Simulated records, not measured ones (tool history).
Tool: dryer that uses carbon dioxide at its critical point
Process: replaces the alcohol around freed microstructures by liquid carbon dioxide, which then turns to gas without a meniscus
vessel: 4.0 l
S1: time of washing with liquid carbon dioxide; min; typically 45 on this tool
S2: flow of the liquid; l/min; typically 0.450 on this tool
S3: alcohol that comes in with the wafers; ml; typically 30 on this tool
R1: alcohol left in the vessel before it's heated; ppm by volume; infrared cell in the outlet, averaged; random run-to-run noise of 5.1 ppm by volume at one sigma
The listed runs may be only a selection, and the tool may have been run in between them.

| run | hour | S1 | S2 | S3 | R1 |
|---|---|---|---|---|---|
| 1 | 0.0 | 45 | 0.450 | 30 | 94 |
| 2 | 18.6 | 45 | 0.450 | 30 | 97 |
| 3 | 40.9 | 71 | 0.450 | 30 | 16 |
| 4 | 51.4 | 71 | 0.450 | 30 | 24 |
| 5 | 66.6 | 71 | 0.450 | 30 | 25 |
| 6 | 80.6 | 45 | 0.450 | 91 | 291 |
| 7 | 97.7 | 45 | 0.450 | 91 | 281 |
| 8 | 107.1 | 45 | 0.450 | 91 | 290 |

Run 9 has not been measured yet. What should we expect?
| 9 | 122.6 | 38 | 0.343 | 30 | ? |

R1: 482 ppm by volume
If the tool had no hidden condition, the same run with the same run-to-run variation would have returned R1 407 ppm by volume.
